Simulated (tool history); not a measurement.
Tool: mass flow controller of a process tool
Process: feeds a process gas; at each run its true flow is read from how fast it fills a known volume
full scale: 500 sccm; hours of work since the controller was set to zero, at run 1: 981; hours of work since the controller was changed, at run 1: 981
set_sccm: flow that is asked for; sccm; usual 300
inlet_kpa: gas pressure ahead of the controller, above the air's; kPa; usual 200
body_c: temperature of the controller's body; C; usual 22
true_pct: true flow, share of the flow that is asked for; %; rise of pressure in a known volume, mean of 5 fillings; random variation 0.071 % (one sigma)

run	hour	set_sccm	inlet_kpa	body_c	hours of work since the controller was set to zero	hours of work since the controller was changed	true_pct
1	0	300	200	22	981	981	100.76
2	156.9	300	200	22	1058	1058	100.86
3	260.3	300	200	22	1108	1108	100.89
4	344.6	300	200	22	1149	1149	100.82
5	462.9	300	176	22	1207	1207	101.12
6	578.4	300	176	22	1264	1264	101.11
7	696.3	300	176	32	1322	1322	100.58
8	797.6	300	176	32	1371	1371	100.63
9	932.8	300	176	32	1437	1437	100.68
10	1095.7	300	176	32	1517	1517	100.75
11	1185	300	176	32	1561	1561	100.81
12	1308.7	111	275	32	1621	1621	100.85
13	1407	300	156	21	1670	1670	101.31
14	1547.3	422	200	22	1738	1738	101.37
15	1638.6	66	166	38	1783	1783	101.38
16	1732.2	67	166	38	1829	1829	101.47
17	1906.7	245	252	25	1914	1914	100.99
18	2032.9	380	167	25	1976	1976	101.18
19	2163.8	300	265	22	2040	2040	101.14
20	2276.1	83	199	35	2095	2095	101.41

The same runs without the tool's hidden state, with the same run-to-run variation:
The hidden state here: flow at rest that the sensor doesn't see, % of full scale; true flow over the shown one, %; drift of the gauge itself on true_pct, %.
run	true_pct
1	99.84
2	99.89
3	99.89
4	99.8
5	100.06
6	100.03
7	99.47
8	99.48
9	99.5
10	99.52
11	99.56
12	99.1
13	99.99
14	100.1
15	98.98
16	99.04
17	99.46
18	99.75
19	99.61
20	99
